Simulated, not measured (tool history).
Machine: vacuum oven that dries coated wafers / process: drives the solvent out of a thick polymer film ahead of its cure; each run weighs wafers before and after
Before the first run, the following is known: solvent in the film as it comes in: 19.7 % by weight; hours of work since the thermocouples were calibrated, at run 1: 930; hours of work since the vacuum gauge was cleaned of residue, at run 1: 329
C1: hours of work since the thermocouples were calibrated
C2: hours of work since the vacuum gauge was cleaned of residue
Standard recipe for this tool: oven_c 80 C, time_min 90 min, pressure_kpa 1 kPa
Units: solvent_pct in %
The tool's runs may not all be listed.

{"run": 1, "day": 0.0, "oven_c": 80, "time_min": 90, "pressure_kpa": 1, "C1": 930, "C2": 329, "solvent_pct": 1.142}
{"run": 2, "day": 0.917, "oven_c": 67, "time_min": 90, "pressure_kpa": 1, "C1": 942, "C2": 341, "solvent_pct": 3.957}
{"run": 3, "day": 1.688, "oven_c": 80, "time_min": 90, "pressure_kpa": 1, "C1": 952, "C2": 352, "solvent_pct": 1.118}
{"run": 4, "day": 2.696, "oven_c": 80, "time_min": 90, "pressure_kpa": 1, "C1": 965, "C2": 365, "solvent_pct": 1.13}
{"run": 5, "day": 3.221, "oven_c": 80, "time_min": 90, "pressure_kpa": 1, "C1": 972, "C2": 372, "solvent_pct": 1.13}
{"run": 6, "day": 3.8, "oven_c": 76, "time_min": 90, "pressure_kpa": 1, "C1": 980, "C2": 380, "solvent_pct": 1.738}
{"run": 7, "day": 4.346, "oven_c": 76, "time_min": 90, "pressure_kpa": 1, "C1": 987, "C2": 387, "solvent_pct": 1.741}
{"day": 5.5, "done": "oven's thermocouples calibrated"}
{"run": 8, "day": 5.529, "oven_c": 80, "time_min": 90, "pressure_kpa": 1.81, "C1": 0, "C2": 401, "solvent_pct": 1.675}
{"run": 9, "day": 6.196, "oven_c": 73, "time_min": 90, "pressure_kpa": 1.81, "C1": 9, "C2": 410, "solvent_pct": 3.147}
{"run": 10, "day": 6.838, "oven_c": 73, "time_min": 90, "pressure_kpa": 1.81, "C1": 18, "C2": 419, "solvent_pct": 3.156}
{"run": 11, "day": 7.379, "oven_c": 80, "time_min": 90, "pressure_kpa": 1.24, "C1": 25, "C2": 426, "solvent_pct": 1.447}
{"run": 12, "day": 8.446, "oven_c": 80, "time_min": 90, "pressure_kpa": 1, "C1": 39, "C2": 440, "solvent_pct": 1.357}
{"run": 13, "day": 9.454, "oven_c": 80, "time_min": 90, "pressure_kpa": 1, "C1": 52, "C2": 453, "solvent_pct": 1.337}
{"run": 14, "day": 9.917, "oven_c": 80, "time_min": 90, "pressure_kpa": 3, "C1": 58, "C2": 460, "solvent_pct": 2.165}
{"run": 15, "day": 10.996, "oven_c": 80, "time_min": 90, "pressure_kpa": 3, "C1": 73, "C2": 474, "solvent_pct": 2.16}
{"run": 16, "day": 11.496, "oven_c": 80, "time_min": 90, "pressure_kpa": 1, "C1": 79, "C2": 480, "solvent_pct": 1.326}
{"run": 17, "day": 11.992, "oven_c": 80, "time_min": 90, "pressure_kpa": 1, "C1": 86, "C2": 487, "solvent_pct": 1.334}
{"run": 18, "day": 12.738, "oven_c": 80, "time_min": 81, "pressure_kpa": 1, "C1": 96, "C2": 497, "solvent_pct": 1.634}
{"run": 19, "day": 13.617, "oven_c": 80, "time_min": 81, "pressure_kpa": 1, "C1": 107, "C2": 508, "solvent_pct": 1.605}
{"run": 20, "day": 14.362, "oven_c": 80, "time_min": 81, "pressure_kpa": 1, "C1": 117, "C2": 518, "solvent_pct": 1.616}
{"run": 21, "day": 15.071, "oven_c": 80, "time_min": 90, "pressure_kpa": 0.72, "C1": 127, "C2": 528, "solvent_pct": 1.214}
{"run": 22, "day": 15.775, "oven_c": 80, "time_min": 90, "pressure_kpa": 0.72, "C1": 136, "C2": 537, "solvent_pct": 1.212}
{"run": 23, "day": 16.567, "oven_c": 72, "time_min": 90, "pressure_kpa": 0.72, "C1": 146, "C2": 548, "solvent_pct": 2.777}
{"run": 24, "day": 17.088, "oven_c": 72, "time_min": 90, "pressure_kpa": 3.75, "C1": 153, "C2": 554, "solvent_pct": 4.378}
{"run": 25, "day": 17.671, "oven_c": 91, "time_min": 58, "pressure_kpa": 1.1, "C1": 161, "C2": 562, "solvent_pct": 0.949}
{"run": 26, "day": 18.583, "oven_c": 66, "time_min": 117, "pressure_kpa": 1.68, "C1": 173, "C2": 574, "solvent_pct": 3.839}
{"run": 27, "day": 19.112, "oven_c": 85, "time_min": 66, "pressure_kpa": 1.76, "C1": 180, "C2": 581, "solvent_pct": 1.617}
{"run": 28, "day": 20.154, "oven_c": 87, "time_min": 90, "pressure_kpa": 1.19, "C1": 194, "C2": 595, "solvent_pct": 0.677}
{"run": 29, "day": 20.854, "oven_c": 81, "time_min": 90, "pressure_kpa": 1.1, "C1": 203, "C2": 604, "solvent_pct": 1.197}
{"run": 30, "day": 21.425, "oven_c": 89, "time_min": 78, "pressure_kpa": 2.24, "C1": 211, "C2": 612, "solvent_pct": 1.001}
{"run": 31, "day": 22.304, "oven_c": 89, "time_min": 78, "pressure_kpa": 2.24, "C1": 222, "C2": 623, "solvent_pct": 0.996}
{"run": 32, "day": 23.338, "oven_c": 80, "time_min": 76, "pressure_kpa": 3.7, "C1": 236, "C2": 637, "solvent_pct": 2.842}
{"run": 33, "day": 24.288, "oven_c": 80, "time_min": 76, "pressure_kpa": 3.7, "C1": 249, "C2": 650, "solvent_pct": 2.844}
{"run": 34, "day": 24.954, "oven_c": 69, "time_min": 58, "pressure_kpa": 1.25, "C1": 257, "C2": 659, "solvent_pct": 6.192}
{"run": 35, "day": 25.521, "oven_c": 69, "time_min": 58, "pressure_kpa": 1.25, "C1": 265, "C2": 666, "solvent_pct": 6.164}
{"run": 36, "day": 26.458, "oven_c": 69, "time_min": 58, "pressure_kpa": 1.25, "C1": 277, "C2": 678, "solvent_pct": 6.131}
{"run": 37, "day": 26.925, "oven_c": 69, "time_min": 58, "pressure_kpa": 1.25, "C1": 284, "C2": 685, "solvent_pct": 6.134}
{"run": 38, "day": 27.475, "oven_c": 69, "time_min": 58, "pressure_kpa": 1.25, "C1": 291, "C2": 692, "solvent_pct": 6.16}
{"run": 39, "day": 28.117, "oven_c": 89, "time_min": 143, "pressure_kpa": 1.76, "C1": 299, "C2": 700, "solvent_pct": 0.607}
{"run": 40, "day": 28.679, "oven_c": 89, "time_min": 143, "pressure_kpa": 1.76, "C1": 307, "C2": 708, "solvent_pct": 0.6}
{"run": 41, "day": 29.779, "oven_c": 75, "time_min": 111, "pressure_kpa": 2.93, "C1": 321, "C2": 722, "solvent_pct": 2.478}
{"run": 42, "day": 30.65, "oven_c": 80, "time_min": 59, "pressure_kpa": 1.2, "C1": 333, "C2": 734, "solvent_pct": 2.77}
{"run": 43, "day": 31.217, "oven_c": 80, "time_min": 59, "pressure_kpa": 1.2, "C1": 340, "C2": 741, "solvent_pct": 2.746}
{"run": 44, "day": 31.721, "oven_c": 80, "time_min": 76, "pressure_kpa": 0.73, "C1": 347, "C2": 748, "solvent_pct": 1.627}
{"run": 45, "day": 32.271, "oven_c": 80, "time_min": 76, "pressure_kpa": 0.73, "C1": 354, "C2": 755, "solvent_pct": 1.629}
{"run": 46, "day": 33.246, "oven_c": 80, "time_min": 76, "pressure_kpa": 0.73, "C1": 367, "C2": 768, "solvent_pct": 1.616}
{"run": 47, "day": 33.692, "oven_c": 80, "time_min": 76, "pressure_kpa": 0.73, "C1": 373, "C2": 774, "solvent_pct": 1.635}

The same runs without the tool's hidden state, with the same run-to-run variation:
What the log doesn't record here: true wafer temperature over the reading, C; true pressure over the reading, kPa; drift of the gauge itself on solvent_pct, %.
run=1 solvent_pct=1.317
run=2 solvent_pct=4.39
run=3 solvent_pct=1.297
run=4 solvent_pct=1.31
run=5 solvent_pct=1.311
run=6 solvent_pct=2.007
run=7 solvent_pct=2.013
run=8 solvent_pct=1.641
run=9 solvent_pct=3.114
run=10 solvent_pct=3.127
run=11 solvent_pct=1.418
run=12 solvent_pct=1.33
run=13 solvent_pct=1.312
run=14 solvent_pct=2.147
run=15 solvent_pct=2.146
run=16 solvent_pct=1.306
run=17 solvent_pct=1.315
run=18 solvent_pct=1.624
run=19 solvent_pct=1.598
run=20 solvent_pct=1.611
run=21 solvent_pct=1.201
run=22 solvent_pct=1.2
run=23 solvent_pct=2.792
run=24 solvent_pct=4.414
run=25 solvent_pct=0.951
run=26 solvent_pct=3.862
run=27 solvent_pct=1.634
run=28 solvent_pct=0.655
run=29 solvent_pct=1.195
run=30 solvent_pct=0.992
run=31 solvent_pct=0.989
run=32 solvent_pct=2.894
run=33 solvent_pct=2.901
run=34 solvent_pct=6.306
run=35 solvent_pct=6.281
run=36 solvent_pct=6.255
run=37 solvent_pct=6.261
run=38 solvent_pct=6.291
run=39 solvent_pct=0.566
run=40 solvent_pct=0.558
run=41 solvent_pct=2.522
run=42 solvent_pct=2.877
run=43 solvent_pct=2.856
run=44 solvent_pct=1.685
run=45 solvent_pct=1.689
run=46 solvent_pct=1.679
run=47 solvent_pct=1.7

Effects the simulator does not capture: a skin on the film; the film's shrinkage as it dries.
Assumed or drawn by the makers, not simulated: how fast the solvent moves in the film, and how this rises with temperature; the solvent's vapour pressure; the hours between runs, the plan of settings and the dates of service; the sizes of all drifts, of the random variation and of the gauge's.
